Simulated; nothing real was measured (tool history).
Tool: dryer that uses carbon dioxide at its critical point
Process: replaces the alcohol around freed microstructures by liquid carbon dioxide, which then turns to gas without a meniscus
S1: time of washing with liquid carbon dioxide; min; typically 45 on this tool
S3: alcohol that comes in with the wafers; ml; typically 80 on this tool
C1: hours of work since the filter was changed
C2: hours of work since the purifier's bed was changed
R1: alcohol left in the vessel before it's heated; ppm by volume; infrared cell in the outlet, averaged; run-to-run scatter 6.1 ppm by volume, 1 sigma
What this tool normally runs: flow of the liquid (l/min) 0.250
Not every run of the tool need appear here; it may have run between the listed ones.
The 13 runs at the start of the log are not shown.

run 14 hour=158.0 | S1=45 flow_of_the_liquid_(l/min)=0.250 S3=80 | C1=303 C2=401 | R1=467
run 15 hour=167.2 | S1=45 flow_of_the_liquid_(l/min)=0.250 S3=33 | C1=309 C2=407 | R1=247
run 16 hour=183.0 | S1=45 flow_of_the_liquid_(l/min)=0.250 S3=33 | C1=321 C2=419 | R1=253
run 17 hour=198.6 | S1=45 flow_of_the_liquid_(l/min)=0.250 S3=33 | C1=333 C2=431 | R1=265
run 18 hour=213.0 | S1=45 flow_of_the_liquid_(l/min)=0.250 S3=80 | C1=343 C2=441 | R1=503
run 19 hour=228.1 | S1=45 flow_of_the_liquid_(l/min)=0.250 S3=80 | C1=354 C2=452 | R1=514
run 20 hour=234.9 | S1=45 flow_of_the_liquid_(l/min)=0.250 S3=80 | C1=359 C2=458 | R1=527
run 21 hour=248.6 | S1=37 flow_of_the_liquid_(l/min)=0.198 S3=74 | C1=370 C2=468 | R1=2038
run 22 hour=262.4 | S1=43 flow_of_the_liquid_(l/min)=0.278 S3=30 | C1=380 C2=478 | R1=234
run 23 hour=275.7 | S1=43 flow_of_the_liquid_(l/min)=0.278 S3=30 | C1=390 C2=488 | R1=222
run 24 hour=290.1 | S1=45 flow_of_the_liquid_(l/min)=0.250 S3=32 | C1=400 C2=498 | R1=304
run 25 hour=305.9 | S1=62 flow_of_the_liquid_(l/min)=0.326 S3=41 | C1=412 C2=510 | R1=123
run 26 hour=318.7 | S1=62 flow_of_the_liquid_(l/min)=0.326 S3=41 | C1=422 C2=520 | R1=118
run 27 hour=328.3 | S1=27 flow_of_the_liquid_(l/min)=0.229 S3=21 | C1=429 C2=527 | R1=1025
run 28 hour=339.9 | S1=27 flow_of_the_liquid_(l/min)=0.229 S3=21 | C1=437 C2=535 | R1=1037
-- hour=353.3 inlet filter changed
run 29 hour=354.5 | S1=27 flow_of_the_liquid_(l/min)=0.229 S3=21 | C1=1 C2=545 | R1=726
run 30 hour=366.1 | S1=46 flow_of_the_liquid_(l/min)=0.296 S3=91 | C1=9 C2=554 | R1=216
run 31 hour=382.2 | S1=50 flow_of_the_liquid_(l/min)=0.382 S3=51 | C1=21 C2=566 | R1=131
run 32 hour=393.9 | S1=50 flow_of_the_liquid_(l/min)=0.382 S3=51 | C1=30 C2=575 | R1=128
run 33 hour=406.3 | S1=50 flow_of_the_liquid_(l/min)=0.382 S3=51 | C1=39 C2=584 | R1=128
run 34 hour=420.9 | S1=64 flow_of_the_liquid_(l/min)=0.391 S3=66 | C1=50 C2=595 | R1=133
run 35 hour=435.4 | S1=64 flow_of_the_liquid_(l/min)=0.391 S3=66 | C1=61 C2=605 | R1=131
run 36 hour=451.9 | S1=64 flow_of_the_liquid_(l/min)=0.391 S3=66 | C1=73 C2=618 | R1=148
run 37 hour=467.1 | S1=70 flow_of_the_liquid_(l/min)=0.261 S3=112 | C1=84 C2=629 | R1=151

The next listed run, before its measurement:
run 38 hour=478.1 | S1=70 flow_of_the_liquid_(l/min)=0.261 S3=112 | C1=92 C2=637 | R1=?

Run 38 measured R1 159 ppm by volume.
With no hidden state in the tool, this same run would have given R1 15 ppm by volume.
